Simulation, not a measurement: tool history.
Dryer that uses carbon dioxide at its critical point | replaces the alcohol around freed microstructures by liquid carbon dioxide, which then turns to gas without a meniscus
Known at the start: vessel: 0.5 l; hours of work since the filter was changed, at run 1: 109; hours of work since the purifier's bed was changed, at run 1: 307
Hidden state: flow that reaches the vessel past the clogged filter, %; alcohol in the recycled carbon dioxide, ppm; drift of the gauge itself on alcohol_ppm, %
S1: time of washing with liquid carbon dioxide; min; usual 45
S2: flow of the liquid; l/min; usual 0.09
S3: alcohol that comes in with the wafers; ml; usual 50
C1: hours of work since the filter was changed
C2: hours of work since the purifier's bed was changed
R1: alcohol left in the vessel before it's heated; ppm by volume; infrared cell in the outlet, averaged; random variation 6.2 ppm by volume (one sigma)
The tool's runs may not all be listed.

run	hour	S1	S2	S3	C1	C2	R1
1	0	45	0.09	50	109	307	628
2	61.1	45	0.09	50	131	329	729
# hour 132.3: inlet filter changed
3	132.3	45	0.057	50	0	355	2440
4	193.9	45	0.09	50	22	377	366
5	235.4	45	0.09	50	38	392	411
6	270.9	45	0.09	50	50	405	437
7	302.2	45	0.09	50	62	416	480
8	358.4	45	0.09	50	82	437	533
9	408.4	45	0.09	50	101	455	586
10	479.8	45	0.09	50	127	481	680
11	511.6	45	0.09	51	138	493	764
# hour 564.1: inlet filter changed
12	581.6	45	0.09	51	6	518	401
13	654.5	57	0.09	50	33	544	220
14	719.2	57	0.09	50	56	568	233
15	768.6	57	0.09	50	74	586	248
16	819.1	45	0.09	50	93	604	601
17	857.9	45	0.09	50	107	618	680
18	926.8	57	0.09	50	132	644	301
19	985.7	57	0.09	50	154	665	360
# hour 994: purifier's bed changed
# hour 1000.2: inlet filter changed
20	1044.9	45	0.1057	50	16	18	100
21	1084.8	45	0.1057	50	31	33	117
22	1123.5	45	0.1057	50	45	47	137
23	1186.5	31	0.0973	94	68	70	2898
24	1221.4	28	0.0584	96	81	82	21689
25	1272.3	65	0.0759	55	99	101	207
26	1322.6	65	0.0759	55	117	119	242
27	1383.8	65	0.0759	49	140	142	260
# hour 1437.5: inlet filter changed
28	1446.1	35	0.0829	49	3	164	1407
29	1486	30	0.0965	59	18	178	1793
30	1542.8	36	0.1368	72	38	199	169
31	1596	35	0.0654	54	58	219	4646
32	1643.4	28	0.09	32	75	236	2084
33	1688.8	28	0.0635	27	92	252	5347
34	1733.2	28	0.0635	27	108	269	5438
35	1798.4	67	0.0588	32	131	292	529
36	1863.6	67	0.0588	32	155	316	611
# hour 1874.1: inlet filter changed
37	1899.4	67	0.0588	21	9	329	223
38	1948.5	67	0.0588	21	27	347	248
39	2012	36	0.135	27	50	370	146
40	2076.2	40	0.0831	78	74	393	1793

Hidden state at the last listed run before each entry between runs and at the first one after, where it differs:
Between runs 2 and 3: inlet filter changed (hour 132.3)
  flow that reaches the vessel past the clogged filter, %: 83.8 -> 100; alcohol in the recycled carbon dioxide, ppm: 93.3 -> 99.6
  measured less the result without the state, R1: +491 -> +96 ppm by volume
Between runs 11 and 12: inlet filter changed (hour 564.1)
  flow that reaches the vessel past the clogged filter, %: 84.6 -> 98.8; alcohol in the recycled carbon dioxide, ppm: 133.9 -> 140.6
  measured less the result without the state, R1: +510 -> +153 ppm by volume
Between runs 19 and 20: purifier's bed changed (hour 994); inlet filter changed (hour 1000.2)
  flow that reaches the vessel past the clogged filter, %: 82.3 -> 97.5; alcohol in the recycled carbon dioxide, ppm: 176.3 -> 10.2
  measured less the result without the state, R1: +308 -> +20 ppm by volume
Between runs 27 and 28: inlet filter changed (hour 1437.5)
  flow that reaches the vessel past the clogged filter, %: 83.6 -> 99.5; alcohol in the recycled carbon dioxide, ppm: 40.1 -> 45
  measured less the result without the state, R1: +184 -> +72 ppm by volume
Between runs 36 and 37: inlet filter changed (hour 1874.1)
  flow that reaches the vessel past the clogged filter, %: 82.7 -> 98.7; alcohol in the recycled carbon dioxide, ppm: 82.4 -> 85.7
  measured less the result without the state, R1: +415 -> +89 ppm by volume

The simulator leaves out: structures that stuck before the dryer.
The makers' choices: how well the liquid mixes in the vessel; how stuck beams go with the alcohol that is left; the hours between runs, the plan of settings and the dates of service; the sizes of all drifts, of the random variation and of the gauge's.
